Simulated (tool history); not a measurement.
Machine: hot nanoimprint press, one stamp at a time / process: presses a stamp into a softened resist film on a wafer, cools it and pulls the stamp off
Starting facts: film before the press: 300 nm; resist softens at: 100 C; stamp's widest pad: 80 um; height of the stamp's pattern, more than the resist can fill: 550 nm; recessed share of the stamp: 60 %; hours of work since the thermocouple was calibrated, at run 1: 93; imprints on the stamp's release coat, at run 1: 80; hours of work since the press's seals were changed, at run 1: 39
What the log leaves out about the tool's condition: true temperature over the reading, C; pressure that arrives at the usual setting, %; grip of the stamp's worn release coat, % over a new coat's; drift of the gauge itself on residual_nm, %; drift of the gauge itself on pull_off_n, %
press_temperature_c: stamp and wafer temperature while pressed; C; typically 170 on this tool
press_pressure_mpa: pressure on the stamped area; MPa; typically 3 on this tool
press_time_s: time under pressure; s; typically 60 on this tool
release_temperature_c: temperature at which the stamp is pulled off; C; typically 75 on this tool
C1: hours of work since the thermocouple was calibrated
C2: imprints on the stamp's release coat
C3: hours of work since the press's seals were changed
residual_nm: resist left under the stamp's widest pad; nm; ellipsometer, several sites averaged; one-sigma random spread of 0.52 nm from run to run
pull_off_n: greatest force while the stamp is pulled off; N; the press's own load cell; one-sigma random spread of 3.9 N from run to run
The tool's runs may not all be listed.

run 1 hour=0 | press_temperature_c=170 press_pressure_mpa=3 press_time_s=60 release_temperature_c=75 | C1=93 C2=80 C3=39 | residual_nm=170.5 pull_off_n=187
run 2 hour=30.7 | press_temperature_c=170 press_pressure_mpa=3 press_time_s=47 release_temperature_c=75 | C1=106 C2=160 C3=52 | residual_nm=182.1 pull_off_n=186
run 3 hour=56.5 | press_temperature_c=170 press_pressure_mpa=3 press_time_s=47 release_temperature_c=75 | C1=117 C2=227 C3=63 | residual_nm=183.4 pull_off_n=199
run 4 hour=72.8 | press_temperature_c=170 press_pressure_mpa=3 press_time_s=47 release_temperature_c=75 | C1=124 C2=269 C3=70 | residual_nm=182.1 pull_off_n=193
run 5 hour=107.5 | press_temperature_c=170 press_pressure_mpa=4.11 press_time_s=60 release_temperature_c=75 | C1=139 C2=359 C3=85 | residual_nm=144.9 pull_off_n=199
run 6 hour=147.1 | press_temperature_c=171 press_pressure_mpa=4.11 press_time_s=60 release_temperature_c=75 | C1=156 C2=462 C3=102 | residual_nm=141 pull_off_n=200
run 7 hour=163.7 | press_temperature_c=171 press_pressure_mpa=4.11 press_time_s=60 release_temperature_c=75 | C1=163 C2=505 C3=109 | residual_nm=140.6 pull_off_n=214
-- hour=169.1 plate thermocouple calibrated
run 8 hour=201.4 | press_temperature_c=167 press_pressure_mpa=3 press_time_s=60 release_temperature_c=70 | C1=14 C2=595 C3=124 | residual_nm=181.8 pull_off_n=225
run 9 hour=240.6 | press_temperature_c=158 press_pressure_mpa=2.08 press_time_s=45 release_temperature_c=70 | C1=31 C2=696 C3=141 | residual_nm=259.6 pull_off_n=229
run 10 hour=257.2 | press_temperature_c=169 press_pressure_mpa=2.08 press_time_s=91 release_temperature_c=70 | C1=38 C2=739 C3=148 | residual_nm=182.5 pull_off_n=237
run 11 hour=288.5 | press_temperature_c=169 press_pressure_mpa=3.1 press_time_s=34 release_temperature_c=82 | C1=51 C2=820 C3=161 | residual_nm=197.9 pull_off_n=199
-- hour=298.3 plate thermocouple calibrated, once more
run 12 hour=313.8 | press_temperature_c=165 press_pressure_mpa=3 press_time_s=60 release_temperature_c=82 | C1=7 C2=878 C3=171 | residual_nm=194.7 pull_off_n=206
run 13 hour=334 | press_temperature_c=174 press_pressure_mpa=2.23 press_time_s=60 release_temperature_c=82 | C1=15 C2=931 C3=180 | residual_nm=179.2 pull_off_n=207

Same runs, no hidden state in the tool, same run-to-run variation:
run=1 residual_nm=171.5 pull_off_n=184
run=2 residual_nm=183.1 pull_off_n=180
run=3 residual_nm=184.4 pull_off_n=190
run=4 residual_nm=183.1 pull_off_n=182
run=5 residual_nm=145.7 pull_off_n=184
run=6 residual_nm=141.8 pull_off_n=180
run=7 residual_nm=141.4 pull_off_n=191
run=8 residual_nm=184.1 pull_off_n=197
run=9 residual_nm=261.6 pull_off_n=196
run=10 residual_nm=185.2 pull_off_n=201
run=11 residual_nm=200.3 pull_off_n=167
run=12 residual_nm=193.9 pull_off_n=168
run=13 residual_nm=178.8 pull_off_n=168

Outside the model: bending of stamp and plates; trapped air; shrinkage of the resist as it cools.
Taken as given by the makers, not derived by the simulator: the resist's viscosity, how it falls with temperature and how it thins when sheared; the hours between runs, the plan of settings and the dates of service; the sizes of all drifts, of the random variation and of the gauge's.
